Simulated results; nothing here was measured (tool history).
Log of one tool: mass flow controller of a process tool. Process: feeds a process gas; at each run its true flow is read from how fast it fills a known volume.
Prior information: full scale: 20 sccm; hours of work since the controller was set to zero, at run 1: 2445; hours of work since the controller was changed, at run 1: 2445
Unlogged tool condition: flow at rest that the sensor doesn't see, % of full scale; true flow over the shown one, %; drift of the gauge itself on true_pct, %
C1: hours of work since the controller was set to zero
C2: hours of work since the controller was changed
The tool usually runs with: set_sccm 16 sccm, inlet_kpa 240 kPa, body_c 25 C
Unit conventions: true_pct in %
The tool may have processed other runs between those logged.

Run 1, hour 0: usual settings; C1 2445; C2 2445. Result: true_pct 99.62 %.
Run 2, hour 182.9: usual settings; C1 2514; C2 2514. Result: true_pct 99.56 %.
Run 3, hour 487.7: usual settings but inlet_kpa 159 kPa; C1 2630; C2 2630. Result: true_pct 98.96 %.
Run 4, hour 816.9: usual settings but inlet_kpa 159 kPa; C1 2754; C2 2754. Result: true_pct 98.87 %.
Run 5, hour 1011.4: usual settings but inlet_kpa 159 kPa; C1 2827; C2 2827. Result: true_pct 98.74 %.
Run 6, hour 1239.9: usual settings but inlet_kpa 159 kPa; C1 2914; C2 2914. Result: true_pct 98.71 %.
Run 7, hour 1527.8: usual settings but inlet_kpa 159 kPa, body_c 34 C; C1 3022; C2 3022. Result: true_pct 99.35 %.
Run 8, hour 1844.3: usual settings; C1 3142; C2 3142. Result: true_pct 98.99 %.
Run 9, hour 2041.7: usual settings; C1 3216; C2 3216. Result: true_pct 98.88 %.
Run 10, hour 2301.1: usual settings but inlet_kpa 233 kPa; C1 3314; C2 3314. Result: true_pct 98.81 %.
Run 11, hour 2575.4: usual settings; C1 3418; C2 3418. Result: true_pct 98.77 %.
Run 12, hour 2851.7: usual settings; C1 3522; C2 3522. Result: true_pct 98.79 %.
Run 13, hour 3121.8: usual settings; C1 3624; C2 3624. Result: true_pct 98.6 %.
Run 14, hour 3417.8: usual settings but inlet_kpa 196 kPa; C1 3736; C2 3736. Result: true_pct 98.29 %.
Run 15, hour 3669.5: usual settings but set_sccm 2 sccm, inlet_kpa 185 kPa, body_c 34 C; C1 3831; C2 3831. Result: true_pct 96.64 %.
Run 16, hour 3897.9: usual settings but set_sccm 2 sccm, inlet_kpa 152 kPa, body_c 34 C; C1 3918; C2 3918. Result: true_pct 96.46 %.
Run 17, hour 4132.6: usual settings but set_sccm 7 sccm, inlet_kpa 198 kPa, body_c 24 C; C1 4006; C2 4006. Result: true_pct 96.51 %.
Run 18, hour 4320.9: usual settings but set_sccm 7 sccm, inlet_kpa 198 kPa, body_c 24 C; C1 4077; C2 4077. Result: true_pct 96.39 %.
Run 19, hour 4563.2: usual settings but set_sccm 7 sccm, inlet_kpa 198 kPa, body_c 24 C; C1 4169; C2 4169. Result: true_pct 96.45 %.
Run 20, hour 4864: usual settings but set_sccm 7 sccm, inlet_kpa 198 kPa, body_c 24 C; C1 4282; C2 4282. Result: true_pct 96.25 %.
Run 21, hour 5115.5: usual settings but set_sccm 7 sccm, inlet_kpa 224 kPa, body_c 39 C; C1 4377; C2 4377. Result: true_pct 97.71 %.
At hour 5213.4: gauge calibrated.
Run 22, hour 5260: usual settings but set_sccm 3 sccm, inlet_kpa 252 kPa, body_c 31 C; C1 4432; C2 4432. Result: true_pct 98.08 %.
Run 23, hour 5460.8: usual settings but set_sccm 3 sccm, inlet_kpa 177 kPa, body_c 21 C; C1 4508; C2 4508. Result: true_pct 96.83 %.

Predict each of these 5 candidate next runs independently; none follows another, all start after run 23:
Run A, hour 5701: usual settings but set_sccm 14 sccm, inlet_kpa 222 kPa, body_c 35 C; C1 4598; C2 4598. Result: true_pct ?.
Run B, hour 5701: usual settings but inlet_kpa 277 kPa; C1 4598; C2 4598. Result: true_pct ?.
Run C, hour 5701: usual settings but set_sccm 12 sccm, inlet_kpa 171 kPa, body_c 22 C; C1 4598; C2 4598. Result: true_pct ?.
Run D, hour 5701: usual settings but set_sccm 3 sccm, inlet_kpa 164 kPa, body_c 21 C; C1 4598; C2 4598. Result: true_pct ?.
Run E, hour 5701: usual settings but set_sccm 19 sccm, body_c 20 C; C1 4598; C2 4598. Result: true_pct ?.

run  true_pct
  A     99.95
  B      99.7
  C     98.18
  D     96.69
  E     99.58
Without the tool's unlogged condition, the same runs would have read:
run  true_pct
  A    100.09
  B     99.85
  C     98.32
  D     96.79
  E     99.73
